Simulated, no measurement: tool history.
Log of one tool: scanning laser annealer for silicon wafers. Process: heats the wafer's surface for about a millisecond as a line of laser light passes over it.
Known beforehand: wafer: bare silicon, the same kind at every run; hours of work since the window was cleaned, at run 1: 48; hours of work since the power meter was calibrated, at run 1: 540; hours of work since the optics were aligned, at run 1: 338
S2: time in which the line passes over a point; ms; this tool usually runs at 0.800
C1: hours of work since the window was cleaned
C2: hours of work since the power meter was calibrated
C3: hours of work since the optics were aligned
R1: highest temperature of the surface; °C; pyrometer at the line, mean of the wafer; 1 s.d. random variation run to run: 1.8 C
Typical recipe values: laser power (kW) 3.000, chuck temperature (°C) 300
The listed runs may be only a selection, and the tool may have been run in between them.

Run 1, hour 0.0: usual settings; C1 48; C2 540; C3 338. Result: R1 1050 °C.
Run 2, hour 12.7: usual settings; C1 56; C2 548; C3 346. Result: R1 1050 °C.
Run 3, hour 28.4: usual settings but chuck temperature (°C) 263; C1 65; C2 557; C3 355. Result: R1 1012 °C.
Run 4, hour 47.4: usual settings but laser power (kW) 2.574; C1 76; C2 568; C3 366. Result: R1 927 °C.
Run 5, hour 65.9: usual settings but S2 0.861 ms; C1 87; C2 579; C3 377. Result: R1 1087 °C.
Run 6, hour 80.2: usual settings but laser power (kW) 3.115; C1 95; C2 587; C3 385. Result: R1 1089 °C.
Run 7, hour 98.5: usual settings but laser power (kW) 3.115; C1 106; C2 598; C3 396. Result: R1 1082 °C.
Run 8, hour 111.3: usual settings but laser power (kW) 3.115; C1 113; C2 605; C3 403. Result: R1 1083 °C.
Run 9, hour 128.5: usual settings but laser power (kW) 3.115; C1 123; C2 615; C3 413. Result: R1 1088 °C.
Run 10, hour 142.2: usual settings but laser power (kW) 3.115; C1 131; C2 623; C3 421. Result: R1 1082 °C.
Run 11, hour 161.9: usual settings but laser power (kW) 3.115, S2 0.867 ms; C1 143; C2 635; C3 433. Result: R1 1125 °C.
Run 12, hour 184.6: usual settings but laser power (kW) 2.984; C1 156; C2 648; C3 446. Result: R1 1046 °C.
Run 13, hour 196.3: usual settings but chuck temperature (°C) 326; C1 163; C2 655; C3 453. Result: R1 1074 °C.
Run 14, hour 216.3: usual settings but chuck temperature (°C) 326; C1 175; C2 667; C3 465. Result: R1 1080 °C.
Run 15, hour 241.1: usual settings but chuck temperature (°C) 326; C1 189; C2 681; C3 479. Result: R1 1078 °C.
Run 16, hour 253.6: usual settings but chuck temperature (°C) 326; C1 197; C2 688; C3 487. Result: R1 1076 °C.
Run 17, hour 268.1: usual settings; C1 205; C2 697; C3 495. Result: R1 1053 °C.
Run 18, hour 279.1: usual settings; C1 212; C2 703; C3 502. Result: R1 1053 °C.
Run 19, hour 302.0: usual settings; C1 225; C2 717; C3 515. Result: R1 1051 °C.
Run 20, hour 325.3: usual settings; C1 239; C2 730; C3 529. Result: R1 1050 °C.
Run 21, hour 350.0: usual settings but S2 0.813 ms; C1 253; C2 745; C3 543. Result: R1 1059 °C.
Run 22, hour 368.6: usual settings but laser power (kW) 2.824, S2 0.813 ms, chuck temperature (°C) 306; C1 264; C2 756; C3 554. Result: R1 1011 °C.
Run 23, hour 391.9: usual settings but laser power (kW) 3.140, S2 0.646 ms; C1 278; C2 769; C3 567. Result: R1 999 °C.
Run 24, hour 409.8: usual settings but laser power (kW) 3.140, S2 0.646 ms, chuck temperature (°C) 337; C1 288; C2 780; C3 578. Result: R1 1036 °C.
Run 25, hour 425.7: usual settings but laser power (kW) 3.140, S2 0.646 ms, chuck temperature (°C) 337; C1 297; C2 789; C3 587. Result: R1 1038 °C.
Run 26, hour 447.2: usual settings but laser power (kW) 3.140, S2 0.646 ms, chuck temperature (°C) 337; C1 310; C2 802; C3 600. Result: R1 1036 °C.
Run 27, hour 460.8: usual settings but laser power (kW) 2.555; C1 318; C2 809; C3 608. Result: R1 921 °C.
Run 28, hour 473.5: usual settings but laser power (kW) 2.740, S2 0.783 ms, chuck temperature (°C) 296; C1 325; C2 817; C3 615. Result: R1 959 °C.
Run 29, hour 483.9: usual settings but laser power (kW) 2.566, S2 0.783 ms, chuck temperature (°C) 340; C1 331; C2 823; C3 621. Result: R1 957 °C.
Run 30, hour 496.9: usual settings but S2 0.636 ms, chuck temperature (°C) 327; C1 339; C2 831; C3 629. Result: R1 981 °C.
Run 31, hour 508.4: usual settings but laser power (kW) 3.221, S2 0.836 ms; C1 346; C2 837; C3 636. Result: R1 1140 °C.
At hour 514.6: window over the wafer cleaned.
Run 32, hour 522.3: usual settings but laser power (kW) 3.014, S2 0.727 ms, chuck temperature (°C) 340; C1 4; C2 844; C3 643. Result: R1 1054 °C.
Run 33, hour 535.5: usual settings but laser power (kW) 2.653, chuck temperature (°C) 305; C1 12; C2 852; C3 650. Result: R1 954 °C.
Run 34, hour 553.1: usual settings but laser power (kW) 2.653, chuck temperature (°C) 305; C1 23; C2 862; C3 661. Result: R1 953 °C.
Run 35, hour 566.7: usual settings but laser power (kW) 2.786, S2 0.810 ms, chuck temperature (°C) 266; C1 30; C2 870; C3 668. Result: R1 957 °C.
Run 36, hour 591.4: usual settings but laser power (kW) 2.786, S2 0.810 ms, chuck temperature (°C) 282; C1 45; C2 885; C3 683. Result: R1 975 °C.
Run 37, hour 602.0: usual settings but laser power (kW) 2.774, S2 0.810 ms, chuck temperature (°C) 282; C1 51; C2 891; C3 689. Result: R1 972 °C.
Run 38, hour 615.1: usual settings but laser power (kW) 2.774, S2 0.810 ms, chuck temperature (°C) 282; C1 59; C2 899; C3 697. Result: R1 968 °C.
Run 39, hour 633.7: usual settings but laser power (kW) 2.774, S2 0.810 ms, chuck temperature (°C) 282; C1 70; C2 909; C3 708. Result: R1 971 °C.
Run 40, hour 656.9: usual settings but laser power (kW) 3.263, S2 0.645 ms; C1 83; C2 923; C3 721. Result: R1 1033 °C.

For each entry between runs, how does the tool's hidden state at the last listed run before it compare with that at the first listed run after it?
In the gap between runs 31 and 32: window over the wafer cleaned (hour 514.6)
  light that passes the window, % of a clean one's: 99.92 -> 99.99
